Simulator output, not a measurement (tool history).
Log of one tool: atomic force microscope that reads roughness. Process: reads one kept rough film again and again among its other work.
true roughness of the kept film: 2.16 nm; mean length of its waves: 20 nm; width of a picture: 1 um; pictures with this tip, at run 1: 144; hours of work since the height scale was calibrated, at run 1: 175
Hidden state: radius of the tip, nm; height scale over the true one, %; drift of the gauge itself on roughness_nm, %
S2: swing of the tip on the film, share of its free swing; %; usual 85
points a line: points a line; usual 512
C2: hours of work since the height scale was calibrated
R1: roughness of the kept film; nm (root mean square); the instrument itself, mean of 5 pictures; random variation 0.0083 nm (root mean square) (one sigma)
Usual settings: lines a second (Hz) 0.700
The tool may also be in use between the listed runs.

{"run": 1, "hour": 0.0, "lines a second (Hz)": 0.7, "S2": 85, "points a line": 512, "pictures with this tip": 144, "C2": 175, "R1": 1.67}
{"run": 2, "hour": 6.2, "lines a second (Hz)": 0.7, "S2": 85, "points a line": 512, "pictures with this tip": 151, "C2": 180, "R1": 1.641}
{"run": 3, "hour": 17.8, "lines a second (Hz)": 0.7, "S2": 85, "points a line": 512, "pictures with this tip": 165, "C2": 188, "R1": 1.632}
{"run": 4, "hour": 24.6, "lines a second (Hz)": 0.7, "S2": 85, "points a line": 512, "pictures with this tip": 173, "C2": 193, "R1": 1.617}
{"run": 5, "hour": 34.9, "lines a second (Hz)": 0.7, "S2": 85, "points a line": 512, "pictures with this tip": 185, "C2": 201, "R1": 1.616}
{"run": 6, "hour": 45.0, "lines a second (Hz)": 0.7, "S2": 85, "points a line": 512, "pictures with this tip": 197, "C2": 208, "R1": 1.6}
{"run": 7, "hour": 54.8, "lines a second (Hz)": 0.7, "S2": 85, "points a line": 512, "pictures with this tip": 209, "C2": 216, "R1": 1.583}
{"run": 8, "hour": 65.2, "lines a second (Hz)": 0.7, "S2": 85, "points a line": 512, "pictures with this tip": 221, "C2": 223, "R1": 1.565}
{"run": 9, "hour": 70.6, "lines a second (Hz)": 0.7, "S2": 85, "points a line": 512, "pictures with this tip": 228, "C2": 227, "R1": 1.561}
{"run": 10, "hour": 80.7, "lines a second (Hz)": 0.7, "S2": 85, "points a line": 512, "pictures with this tip": 240, "C2": 235, "R1": 1.549}
{"hour": 84.8, "done": "new tip fitted"}
{"run": 11, "hour": 90.5, "lines a second (Hz)": 0.7, "S2": 85, "points a line": 498, "pictures with this tip": 7, "C2": 241, "R1": 1.819}
{"run": 12, "hour": 96.4, "lines a second (Hz)": 0.7, "S2": 85, "points a line": 263, "pictures with this tip": 14, "C2": 246, "R1": 1.745}
{"run": 13, "hour": 105.1, "lines a second (Hz)": 0.7, "S2": 85, "points a line": 263, "pictures with this tip": 24, "C2": 252, "R1": 1.731}
{"run": 14, "hour": 111.8, "lines a second (Hz)": 1.188, "S2": 85, "points a line": 512, "pictures with this tip": 32, "C2": 257, "R1": 1.704}
{"run": 15, "hour": 122.7, "lines a second (Hz)": 1.188, "S2": 85, "points a line": 512, "pictures with this tip": 45, "C2": 265, "R1": 1.68}
{"run": 16, "hour": 132.8, "lines a second (Hz)": 1.188, "S2": 85, "points a line": 512, "pictures with this tip": 57, "C2": 272, "R1": 1.665}
{"run": 17, "hour": 142.4, "lines a second (Hz)": 1.188, "S2": 85, "points a line": 512, "pictures with this tip": 69, "C2": 279, "R1": 1.652}
{"run": 18, "hour": 155.6, "lines a second (Hz)": 1.262, "S2": 60, "points a line": 952, "pictures with this tip": 84, "C2": 289, "R1": 1.767}
{"run": 19, "hour": 164.9, "lines a second (Hz)": 2.681, "S2": 65, "points a line": 349, "pictures with this tip": 95, "C2": 296, "R1": 1.633}
{"run": 20, "hour": 175.2, "lines a second (Hz)": 0.7, "S2": 77, "points a line": 331, "pictures with this tip": 108, "C2": 304, "R1": 1.685}
{"run": 21, "hour": 182.2, "lines a second (Hz)": 2.51, "S2": 76, "points a line": 331, "pictures with this tip": 116, "C2": 309, "R1": 1.53}
{"run": 22, "hour": 195.6, "lines a second (Hz)": 2.51, "S2": 76, "points a line": 331, "pictures with this tip": 132, "C2": 318, "R1": 1.514}
{"run": 23, "hour": 205.4, "lines a second (Hz)": 2.51, "S2": 76, "points a line": 331, "pictures with this tip": 143, "C2": 326, "R1": 1.497}
{"run": 24, "hour": 217.3, "lines a second (Hz)": 2.51, "S2": 69, "points a line": 345, "pictures with this tip": 158, "C2": 334, "R1": 1.543}
{"run": 25, "hour": 226.2, "lines a second (Hz)": 1.148, "S2": 84, "points a line": 512, "pictures with this tip": 168, "C2": 341, "R1": 1.562}

How the hidden state differs across the entries between the runs, from the last listed run before each to the first after it:
Between runs 10 and 11: new tip fitted (hour 84.8)
  radius of the tip, nm: 13.9 -> 5.9
  measured less the result without the state, R1: -0.263 -> -0.027 nm (root mean square)
